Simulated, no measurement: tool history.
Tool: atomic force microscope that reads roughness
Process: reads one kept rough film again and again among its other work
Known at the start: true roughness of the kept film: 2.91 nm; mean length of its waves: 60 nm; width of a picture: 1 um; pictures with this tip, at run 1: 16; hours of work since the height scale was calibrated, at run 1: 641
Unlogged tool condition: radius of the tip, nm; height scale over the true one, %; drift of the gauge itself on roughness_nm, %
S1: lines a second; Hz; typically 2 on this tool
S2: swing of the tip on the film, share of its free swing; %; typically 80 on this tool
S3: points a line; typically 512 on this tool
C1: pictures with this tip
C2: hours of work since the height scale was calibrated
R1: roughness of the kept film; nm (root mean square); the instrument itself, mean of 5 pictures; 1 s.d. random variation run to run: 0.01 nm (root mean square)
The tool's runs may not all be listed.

Run 1, hour 0: usual settings; C1 16; C2 641. Result: R1 2.373 nm (root mean square).
Run 2, hour 41.1: usual settings; C1 91; C2 664. Result: R1 2.376 nm (root mean square).
Run 3, hour 85.4: usual settings; C1 171; C2 689. Result: R1 2.368 nm (root mean square).
At hour 106: new tip fitted.
Run 4, hour 110.3: usual settings; C1 8; C2 703. Result: R1 2.387 nm (root mean square).
Run 5, hour 134.2: usual settings but S3 526; C1 52; C2 716. Result: R1 2.366 nm (root mean square).
Run 6, hour 186.3: usual settings but S3 526; C1 146; C2 745. Result: R1 2.352 nm (root mean square).
At hour 220: new tip fitted.
Run 7, hour 227: usual settings but S1 0.91 Hz; C1 13; C2 768. Result: R1 2.621 nm (root mean square).
Run 8, hour 264: usual settings but S1 0.91 Hz; C1 80; C2 789. Result: R1 2.615 nm (root mean square).
Run 9, hour 312.1: usual settings but S3 866; C1 167; C2 816. Result: R1 2.369 nm (root mean square).
At hour 334.2: new tip fitted.
Run 10, hour 350.8: usual settings but S3 866; C1 30; C2 837. Result: R1 2.375 nm (root mean square).
Run 11, hour 405.1: usual settings but S3 866; C1 129; C2 868. Result: R1 2.398 nm (root mean square).
At hour 448.2: new tip fitted.
Run 12, hour 455.5: usual settings but S3 866; C1 13; C2 896. Result: R1 2.385 nm (root mean square).
Run 13, hour 507.9: usual settings; C1 108; C2 926. Result: R1 2.352 nm (root mean square).
At hour 562.9: new tip fitted.
Run 14, hour 565: usual settings but S3 303; C1 4; C2 958. Result: R1 2.374 nm (root mean square).
Run 15, hour 599.6: usual settings but S1 0.9 Hz; C1 67; C2 977. Result: R1 2.634 nm (root mean square).
Run 16, hour 632.8: usual settings but S1 0.9 Hz; C1 127; C2 996. Result: R1 2.621 nm (root mean square).
Run 17, hour 665.1: usual settings but S1 0.9 Hz, S2 70 %; C1 185; C2 1014. Result: R1 2.709 nm (root mean square).
At hour 678.9: new tip fitted.
Run 18, hour 695: usual settings but S1 0.9 Hz, S2 70 %; C1 29; C2 1031. Result: R1 2.743 nm (root mean square).
Run 19, hour 748.9: usual settings but S2 59 %; C1 127; C2 1061. Result: R1 2.684 nm (root mean square).
At hour 793.4: new tip fitted.
Run 20, hour 801.8: usual settings but S2 59 %; C1 16; C2 1090. Result: R1 2.69 nm (root mean square).
Run 21, hour 859.1: usual settings but S2 59 %; C1 120; C2 1123. Result: R1 2.705 nm (root mean square).
Run 22, hour 884.4: usual settings but S2 59 %; C1 165; C2 1137. Result: R1 2.687 nm (root mean square).
At hour 907.6: new tip fitted.
Run 23, hour 925.8: usual settings; C1 33; C2 1160. Result: R1 2.377 nm (root mean square).
Run 24, hour 950.5: usual settings; C1 77; C2 1174. Result: R1 2.363 nm (root mean square).
Run 25, hour 989.5: usual settings but S1 2.95 Hz, S2 56 %, S3 990; C1 148; C2 1196. Result: R1 2.672 nm (root mean square).
At hour 1022.4: new tip fitted.
Run 26, hour 1022.9: usual settings but S1 1 Hz, S2 68 %, S3 1011; C1 1; C2 1215. Result: R1 2.712 nm (root mean square).
Run 27, hour 1069.5: usual settings but S1 1 Hz, S2 68 %, S3 1011; C1 85; C2 1241. Result: R1 2.708 nm (root mean square).
Run 28, hour 1095.6: usual settings but S1 0.86 Hz, S2 79 %, S3 1015; C1 132; C2 1256. Result: R1 2.622 nm (root mean square).
At hour 1139.8: new tip fitted.
Run 29, hour 1140.3: usual settings but S1 2.64 Hz, S2 71 %, S3 460; C1 1; C2 1280. Result: R1 2.451 nm (root mean square).
Run 30, hour 1187.4: usual settings but S1 1.96 Hz, S2 71 %, S3 935; C1 86; C2 1307. Result: R1 2.563 nm (root mean square).
Run 31, hour 1222.3: usual settings but S1 1.01 Hz, S2 57 %, S3 671; C1 149; C2 1327. Result: R1 2.769 nm (root mean square).
At hour 1253.2: new tip fitted.
Run 32, hour 1270.1: usual settings but S1 1.01 Hz, S2 57 %, S3 671; C1 30; C2 1353. Result: R1 2.783 nm (root mean square).
Run 33, hour 1316.6: usual settings but S1 1.23 Hz, S2 67 %, S3 671; C1 114; C2 1379. Result: R1 2.694 nm (root mean square).
Run 34, hour 1363.7: usual settings but S1 1.99 Hz, S2 73 %, S3 667; C1 200; C2 1406. Result: R1 2.484 nm (root mean square).

Run 35 has not been measured yet. What should we expect?
At hour 1369.2: new tip fitted.
Run 35, hour 1399.7: usual settings but S1 1.99 Hz, S2 73 %, S3 667; C1 55; C2 1426. Result: R1 ?.

{"run 35": {"R1": 2.502}}
Take away the tool's hidden state, keep the run-to-run variation as it was, and the same run would have given R1 2.502 nm (root mean square).

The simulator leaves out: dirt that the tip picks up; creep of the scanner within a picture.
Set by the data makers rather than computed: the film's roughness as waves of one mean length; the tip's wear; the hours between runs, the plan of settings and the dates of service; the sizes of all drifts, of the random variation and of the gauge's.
